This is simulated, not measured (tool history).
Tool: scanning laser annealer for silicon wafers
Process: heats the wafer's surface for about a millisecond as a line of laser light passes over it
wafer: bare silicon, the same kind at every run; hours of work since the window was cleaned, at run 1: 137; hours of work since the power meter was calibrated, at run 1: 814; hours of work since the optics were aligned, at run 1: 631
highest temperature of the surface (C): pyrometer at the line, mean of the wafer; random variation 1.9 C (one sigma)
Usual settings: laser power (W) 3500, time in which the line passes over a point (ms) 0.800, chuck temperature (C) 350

| run | day | laser power (W) | time in which the line passes over a point (ms) | chuck temperature (C) | hours of work since the window was cleaned | hours of work since the power meter was calibrated | hours of work since the optics were aligned | highest temperature of the surface (C) |
|---|---|---|---|---|---|---|---|---|
| 1 | 0.000 | 3500 | 0.800 | 350 | 137 | 814 | 631 | 1105 |
| 2 | 2.250 | 3500 | 0.800 | 350 | 166 | 843 | 660 | 1104 |
| 3 | 5.125 | 3500 | 0.602 | 350 | 203 | 880 | 697 | 984 |
| 4 | 7.504 | 3500 | 0.800 | 366 | 234 | 911 | 728 | 1114 |
| 5 | 9.067 | 3500 | 0.580 | 350 | 254 | 931 | 748 | 969 |
| 6 | 10.842 | 3500 | 0.580 | 350 | 277 | 953 | 770 | 967 |
| 7 | 13.638 | 3500 | 0.580 | 350 | 313 | 989 | 806 | 966 |
| 8 | 16.571 | 3487 | 0.800 | 350 | 350 | 1027 | 844 | 1086 |
| 9 | 18.438 | 3487 | 0.800 | 350 | 374 | 1051 | 868 | 1084 |
|  | 19.662 | optics aligned, line set to its width |
| 10 | 20.825 | 3500 | 0.800 | 350 | 402 | 1079 | 15 | 1085 |
|  | 23.275 | window over the wafer cleaned |
| 11 | 23.892 | 3500 | 0.954 | 350 | 8 | 1117 | 53 | 1190 |
| 12 | 26.083 | 3500 | 0.954 | 350 | 36 | 1146 | 81 | 1185 |
| 13 | 28.988 | 3500 | 0.954 | 350 | 73 | 1183 | 119 | 1184 |
| 14 | 31.638 | 3500 | 0.954 | 350 | 107 | 1217 | 153 | 1181 |
| 15 | 32.975 | 3500 | 0.954 | 350 | 125 | 1234 | 170 | 1178 |
|  | 34.250 | optics aligned, line set to its width, once more |
| 16 | 35.021 | 3666 | 0.997 | 363 | 148 | 1258 | 10 | 1258 |
| 17 | 37.167 | 3666 | 0.997 | 363 | 176 | 1285 | 37 | 1253 |
| 18 | 38.971 | 3628 | 0.625 | 381 | 199 | 1309 | 61 | 1051 |
| 19 | 41.412 | 3500 | 0.800 | 374 | 230 | 1340 | 92 | 1119 |
| 20 | 43.267 | 3344 | 0.682 | 350 | 254 | 1364 | 116 | 1004 |
| 21 | 45.488 | 3500 | 0.800 | 335 | 283 | 1392 | 144 | 1083 |
| 22 | 46.775 | 3559 | 0.747 | 335 | 299 | 1409 | 161 | 1064 |
| 23 | 49.588 | 3559 | 0.747 | 335 | 335 | 1445 | 197 | 1062 |
| 24 | 51.612 | 3702 | 0.661 | 329 | 362 | 1471 | 223 | 1031 |
| 25 | 53.529 | 2988 | 0.661 | 329 | 386 | 1496 | 248 | 904 |
| 26 | 56.046 | 3695 | 0.942 | 388 | 418 | 1528 | 280 | 1240 |
|  | 57.346 | window over the wafer cleaned |
| 27 | 58.646 | 3695 | 0.942 | 388 | 17 | 1560 | 312 | 1265 |
| 28 | 61.308 | 3500 | 0.891 | 333 | 51 | 1595 | 347 | 1135 |
| 29 | 63.167 | 3772 | 0.679 | 343 | 75 | 1618 | 371 | 1079 |
| 30 | 65.204 | 3772 | 0.679 | 343 | 101 | 1645 | 397 | 1080 |

How the hidden state differs across the entries between the runs, from the last listed run before each to the first after it:
Between runs 9 and 10: optics aligned, line set to its width (day 19.662)
  light that passes the window, % of a clean one's: 96.57 -> 96.33; laser's true power over the reading, %: -0.53 -> -0.54; width of the line over the set one, %: 1.85 -> 2.76
  measured less the result without the state, highest temperature of the surface (C): -32 -> -37
Between runs 10 and 11: window over the wafer cleaned (day 23.275)
  light that passes the window, % of a clean one's: 96.33 -> 99.89; laser's true power over the reading, %: -0.54 -> -0.56; width of the line over the set one, %: 2.76 -> 2.83
  measured less the result without the state, highest temperature of the surface (C): -37 -> -13
Between runs 15 and 16: optics aligned, line set to its width, once more (day 34.250)
  light that passes the window, % of a clean one's: 98.78 -> 98.56; laser's true power over the reading, %: -0.61 -> -0.62; width of the line over the set one, %: 3.07 -> 0.37
  measured less the result without the state, highest temperature of the surface (C): -23 -> -18
Between runs 26 and 27: window over the wafer cleaned (day 57.346)
  light that passes the window, % of a clean one's: 96.11 -> 99.63; laser's true power over the reading, %: -0.73 -> -0.75; width of the line over the set one, %: 0.91 -> 0.98
  measured less the result without the state, highest temperature of the surface (C): -40 -> -12
